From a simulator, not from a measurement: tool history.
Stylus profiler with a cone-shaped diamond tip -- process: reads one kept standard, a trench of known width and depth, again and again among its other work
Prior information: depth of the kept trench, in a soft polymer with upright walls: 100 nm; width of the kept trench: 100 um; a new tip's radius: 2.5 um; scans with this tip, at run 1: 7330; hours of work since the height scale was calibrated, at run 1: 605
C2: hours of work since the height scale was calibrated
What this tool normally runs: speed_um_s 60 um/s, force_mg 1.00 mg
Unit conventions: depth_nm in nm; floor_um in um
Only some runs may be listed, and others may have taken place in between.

{"run": 1, "day": 0.0, "speed_um_s": 60, "force_mg": 1.0, "scans with this tip": 7330, "C2": 605, "depth_nm": 100.62, "floor_um": 98.04}
{"run": 2, "day": 1.096, "speed_um_s": 60, "force_mg": 1.0, "scans with this tip": 7525, "C2": 621, "depth_nm": 100.66, "floor_um": 98.04}
{"run": 3, "day": 1.592, "speed_um_s": 60, "force_mg": 1.02, "scans with this tip": 7614, "C2": 628, "depth_nm": 100.63, "floor_um": 98.11}
{"run": 4, "day": 2.258, "speed_um_s": 60, "force_mg": 1.02, "scans with this tip": 7733, "C2": 638, "depth_nm": 100.65, "floor_um": 98.1}
{"run": 5, "day": 2.854, "speed_um_s": 60, "force_mg": 1.02, "scans with this tip": 7840, "C2": 647, "depth_nm": 100.72, "floor_um": 98.13}
{"run": 6, "day": 3.746, "speed_um_s": 212, "force_mg": 1.02, "scans with this tip": 7999, "C2": 660, "depth_nm": 100.64, "floor_um": 96.69}
{"run": 7, "day": 4.892, "speed_um_s": 212, "force_mg": 1.02, "scans with this tip": 8204, "C2": 677, "depth_nm": 100.65, "floor_um": 96.72}
{"run": 8, "day": 5.792, "speed_um_s": 212, "force_mg": 1.02, "scans with this tip": 8364, "C2": 690, "depth_nm": 100.69, "floor_um": 96.72}
{"run": 9, "day": 6.588, "speed_um_s": 212, "force_mg": 1.02, "scans with this tip": 8506, "C2": 702, "depth_nm": 100.67, "floor_um": 96.69}
{"run": 10, "day": 7.729, "speed_um_s": 212, "force_mg": 1.02, "scans with this tip": 8710, "C2": 719, "depth_nm": 100.66, "floor_um": 96.66}
{"run": 11, "day": 8.279, "speed_um_s": 212, "force_mg": 1.02, "scans with this tip": 8808, "C2": 727, "depth_nm": 100.68, "floor_um": 96.65}
{"run": 12, "day": 8.842, "speed_um_s": 60, "force_mg": 1.0, "scans with this tip": 8909, "C2": 735, "depth_nm": 100.62, "floor_um": 98.0}
{"run": 13, "day": 9.633, "speed_um_s": 60, "force_mg": 1.0, "scans with this tip": 9050, "C2": 747, "depth_nm": 100.63, "floor_um": 98.09}
{"run": 14, "day": 10.604, "speed_um_s": 60, "force_mg": 1.0, "scans with this tip": 9224, "C2": 761, "depth_nm": 100.6, "floor_um": 98.07}
{"run": 15, "day": 11.475, "speed_um_s": 31, "force_mg": 1.0, "scans with this tip": 9379, "C2": 774, "depth_nm": 100.68, "floor_um": 98.32}
{"run": 16, "day": 12.179, "speed_um_s": 31, "force_mg": 1.0, "scans with this tip": 9505, "C2": 785, "depth_nm": 100.69, "floor_um": 98.33}
{"run": 17, "day": 13.0, "speed_um_s": 31, "force_mg": 1.0, "scans with this tip": 9651, "C2": 797, "depth_nm": 100.63, "floor_um": 98.29}
{"run": 18, "day": 13.883, "speed_um_s": 60, "force_mg": 1.0, "scans with this tip": 9809, "C2": 810, "depth_nm": 100.67, "floor_um": 98.09}
{"run": 19, "day": 14.592, "speed_um_s": 60, "force_mg": 1.0, "scans with this tip": 9936, "C2": 820, "depth_nm": 100.63, "floor_um": 98.06}
{"run": 20, "day": 15.621, "speed_um_s": 60, "force_mg": 1.0, "scans with this tip": 10119, "C2": 835, "depth_nm": 100.62, "floor_um": 98.04}
{"run": 21, "day": 16.112, "speed_um_s": 60, "force_mg": 1.0, "scans with this tip": 10207, "C2": 842, "depth_nm": 100.61, "floor_um": 98.06}
{"run": 22, "day": 16.604, "speed_um_s": 60, "force_mg": 1.0, "scans with this tip": 10295, "C2": 850, "depth_nm": 100.71, "floor_um": 98.01}
{"run": 23, "day": 17.121, "speed_um_s": 42, "force_mg": 1.0, "scans with this tip": 10387, "C2": 857, "depth_nm": 100.69, "floor_um": 98.21}
{"run": 24, "day": 18.042, "speed_um_s": 42, "force_mg": 1.0, "scans with this tip": 10552, "C2": 871, "depth_nm": 100.67, "floor_um": 98.18}
{"run": 25, "day": 19.008, "speed_um_s": 42, "force_mg": 1.0, "scans with this tip": 10724, "C2": 885, "depth_nm": 100.75, "floor_um": 98.19}
{"run": 26, "day": 19.654, "speed_um_s": 42, "force_mg": 1.0, "scans with this tip": 10840, "C2": 895, "depth_nm": 100.57, "floor_um": 98.19}
{"run": 27, "day": 20.621, "speed_um_s": 42, "force_mg": 1.0, "scans with this tip": 11012, "C2": 909, "depth_nm": 100.65, "floor_um": 98.2}
{"run": 28, "day": 21.371, "speed_um_s": 97, "force_mg": 1.12, "scans with this tip": 11147, "C2": 920, "depth_nm": 100.74, "floor_um": 97.72}
{"run": 29, "day": 22.458, "speed_um_s": 60, "force_mg": 2.73, "scans with this tip": 11341, "C2": 936, "depth_nm": 101.27, "floor_um": 98.28}
{"run": 30, "day": 23.262, "speed_um_s": 60, "force_mg": 2.73, "scans with this tip": 11484, "C2": 948, "depth_nm": 101.29, "floor_um": 98.21}
{"run": 31, "day": 23.9, "speed_um_s": 60, "force_mg": 2.73, "scans with this tip": 11598, "C2": 957, "depth_nm": 101.34, "floor_um": 98.3}
{"run": 32, "day": 24.633, "speed_um_s": 60, "force_mg": 2.73, "scans with this tip": 11729, "C2": 968, "depth_nm": 101.23, "floor_um": 98.3}
{"run": 33, "day": 25.512, "speed_um_s": 98, "force_mg": 1.0, "scans with this tip": 11886, "C2": 981, "depth_nm": 100.66, "floor_um": 97.67}
{"run": 34, "day": 26.404, "speed_um_s": 65, "force_mg": 2.23, "scans with this tip": 12045, "C2": 994, "depth_nm": 101.13, "floor_um": 98.22}
{"run": 35, "day": 27.012, "speed_um_s": 233, "force_mg": 0.75, "scans with this tip": 12154, "C2": 1003, "depth_nm": 100.51, "floor_um": 96.14}
{"run": 36, "day": 27.942, "speed_um_s": 233, "force_mg": 0.75, "scans with this tip": 12320, "C2": 1017, "depth_nm": 100.43, "floor_um": 96.13}
{"run": 37, "day": 28.429, "speed_um_s": 233, "force_mg": 0.75, "scans with this tip": 12407, "C2": 1024, "depth_nm": 100.45, "floor_um": 96.17}

The next listed run, before its measurement:
{"run": 38, "day": 29.262, "speed_um_s": 70, "force_mg": 1.55, "scans with this tip": 12556, "C2": 1036, "depth_nm": "?", "floor_um": "?"}

{"run 38": {"depth_nm": 100.74, "floor_um": 98.11}}
Take away the tool's hidden state, keep the run-to-run variation as it was, and the same run would have given depth_nm 100.74 nm, floor_um 98.12 um.

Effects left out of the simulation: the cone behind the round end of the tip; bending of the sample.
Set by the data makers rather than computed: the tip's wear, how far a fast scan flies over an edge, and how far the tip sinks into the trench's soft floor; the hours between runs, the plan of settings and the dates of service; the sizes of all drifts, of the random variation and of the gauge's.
